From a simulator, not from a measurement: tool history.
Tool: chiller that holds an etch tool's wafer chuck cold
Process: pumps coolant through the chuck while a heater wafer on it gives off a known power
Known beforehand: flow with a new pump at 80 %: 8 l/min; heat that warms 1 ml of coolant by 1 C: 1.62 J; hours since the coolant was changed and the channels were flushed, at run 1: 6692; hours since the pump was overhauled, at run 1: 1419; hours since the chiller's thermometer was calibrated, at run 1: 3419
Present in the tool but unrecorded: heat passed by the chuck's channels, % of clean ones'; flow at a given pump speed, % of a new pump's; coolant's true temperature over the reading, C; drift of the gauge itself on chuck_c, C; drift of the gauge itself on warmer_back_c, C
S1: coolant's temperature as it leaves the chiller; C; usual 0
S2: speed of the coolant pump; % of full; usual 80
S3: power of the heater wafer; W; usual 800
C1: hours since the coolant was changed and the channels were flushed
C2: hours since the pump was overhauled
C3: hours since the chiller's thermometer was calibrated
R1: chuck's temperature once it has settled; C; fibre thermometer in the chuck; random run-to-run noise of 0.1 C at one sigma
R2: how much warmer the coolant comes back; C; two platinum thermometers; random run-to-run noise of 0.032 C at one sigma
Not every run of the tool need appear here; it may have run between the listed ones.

run 1 hour=0.0 | S1=0 S2=80 S3=800 | C1=6692 C2=1419 C3=3419 | R1=8.5 R2=3.76
run 2 hour=27.7 | S1=0 S2=80 S3=800 | C1=6720 C2=1446 C3=3447 | R1=8.4 R2=3.76
run 3 hour=66.6 | S1=0 S2=80 S3=621 | C1=6759 C2=1485 C3=3486 | R1=6.5 R2=2.94
run 4 hour=92.1 | S1=0 S2=80 S3=621 | C1=6784 C2=1511 C3=3511 | R1=6.7 R2=2.96
run 5 hour=134.9 | S1=0 S2=80 S3=621 | C1=6827 C2=1554 C3=3554 | R1=6.6 R2=2.92
run 6 hour=167.2 | S1=0 S2=80 S3=621 | C1=6859 C2=1586 C3=3586 | R1=6.4 R2=2.88
run 7 hour=204.9 | S1=6 S2=80 S3=621 | C1=6897 C2=1623 C3=3624 | R1=12.4 R2=2.99
run 8 hour=240.1 | S1=0 S2=80 S3=557 | C1=6932 C2=1659 C3=3659 | R1=5.9 R2=2.69
run 9 hour=258.4 | S1=0 S2=80 S3=557 | C1=6950 C2=1677 C3=3677 | R1=5.9 R2=2.68
run 10 hour=286.0 | S1=0 S2=80 S3=603 | C1=6978 C2=1705 C3=3705 | R1=6.4 R2=2.85
run 11 hour=313.3 | S1=0 S2=80 S3=603 | C1=7005 C2=1732 C3=3732 | R1=6.3 R2=2.81
run 12 hour=349.8 | S1=0 S2=80 S3=978 | C1=7042 C2=1768 C3=3769 | R1=10.4 R2=4.62
run 13 hour=377.6 | S1=0 S2=80 S3=978 | C1=7070 C2=1796 C3=3796 | R1=10.4 R2=4.62
run 14 hour=419.1 | S1=0 S2=80 S3=978 | C1=7111 C2=1838 C3=3838 | R1=10.4 R2=4.59
run 15 hour=437.8 | S1=0 S2=80 S3=978 | C1=7130 C2=1856 C3=3857 | R1=10.4 R2=4.65
run 16 hour=462.7 | S1=0 S2=80 S3=978 | C1=7155 C2=1881 C3=3882 | R1=10.4 R2=4.69
run 17 hour=490.2 | S1=0 S2=80 S3=418 | C1=7182 C2=1909 C3=3909 | R1=4.5 R2=1.99
run 18 hour=517.9 | S1=8 S2=66 S3=1079 | C1=7210 C2=1937 C3=3937 | R1=21.2 R2=6.20
run 19 hour=551.8 | S1=0 S2=61 S3=800 | C1=7244 C2=1970 C3=3971 | R1=10.3 R2=4.99
run 20 hour=582.7 | S1=0 S2=91 S3=977 | C1=7275 C2=2001 C3=4002 | R1=9.5 R2=4.05
run 21 hour=623.7 | S1=1 S2=93 S3=939 | C1=7316 C2=2042 C3=4043 | R1=10.2 R2=3.82
run 22 hour=663.0 | S1=-1 S2=80 S3=420 | C1=7355 C2=2082 C3=4082 | R1=3.4 R2=1.96
run 23 hour=693.9 | S1=-1 S2=80 S3=420 | C1=7386 C2=2113 C3=4113 | R1=3.4 R2=1.93
run 24 hour=720.4 | S1=-1 S2=80 S3=463 | C1=7413 C2=2139 C3=4139 | R1=3.9 R2=2.24
run 25 hour=740.5 | S1=5 S2=80 S3=800 | C1=7433 C2=2159 C3=4159 | R1=13.6 R2=3.90
run 26 hour=760.3 | S1=5 S2=80 S3=800 | C1=7452 C2=2179 C3=4179 | R1=13.5 R2=3.84
run 27 hour=794.5 | S1=-6 S2=62 S3=1086 | C1=7487 C2=2213 C3=4213 | R1=7.8 R2=6.75
-- hour=815.9 coolant changed, channels flushed
run 28 hour=832.5 | S1=-6 S2=62 S3=1086 | C1=17 C2=2245 C3=4245 | R1=6.6 R2=6.66
run 29 hour=857.0 | S1=-2 S2=95 S3=687 | C1=41 C2=2270 C3=4270 | R1=4.1 R2=2.77
run 30 hour=888.0 | S1=-6 S2=80 S3=800 | C1=72 C2=2301 C3=4301 | R1=1.8 R2=3.78
run 31 hour=926.0 | S1=-1 S2=80 S3=800 | C1=110 C2=2339 C3=4339 | R1=6.8 R2=3.78

Here are 4 independent what-if runs from the current tool condition. What would each one return?
run A hour=963.0 | S1=0 S2=80 S3=540 | C1=147 C2=2376 C3=4376 | R1=? R2=?
run B hour=963.0 | S1=0 S2=80 S3=780 | C1=147 C2=2376 C3=4376 | R1=? R2=?
run C hour=963.0 | S1=6 S2=80 S3=800 | C1=147 C2=2376 C3=4376 | R1=? R2=?
run D hour=963.0 | S1=7 S2=80 S3=1006 | C1=147 C2=2376 C3=4376 | R1=? R2=?

run=A R1=5.0 R2=2.59
run=B R1=7.7 R2=3.67
run=C R1=13.6 R2=3.80
run=D R1=16.8 R2=4.70
With no hidden state in the tool, these same runs would have given:
run=A R1=5.1 R2=2.51
run=B R1=7.7 R2=3.55
run=C R1=13.6 R2=3.67
run=D R1=16.8 R2=4.55
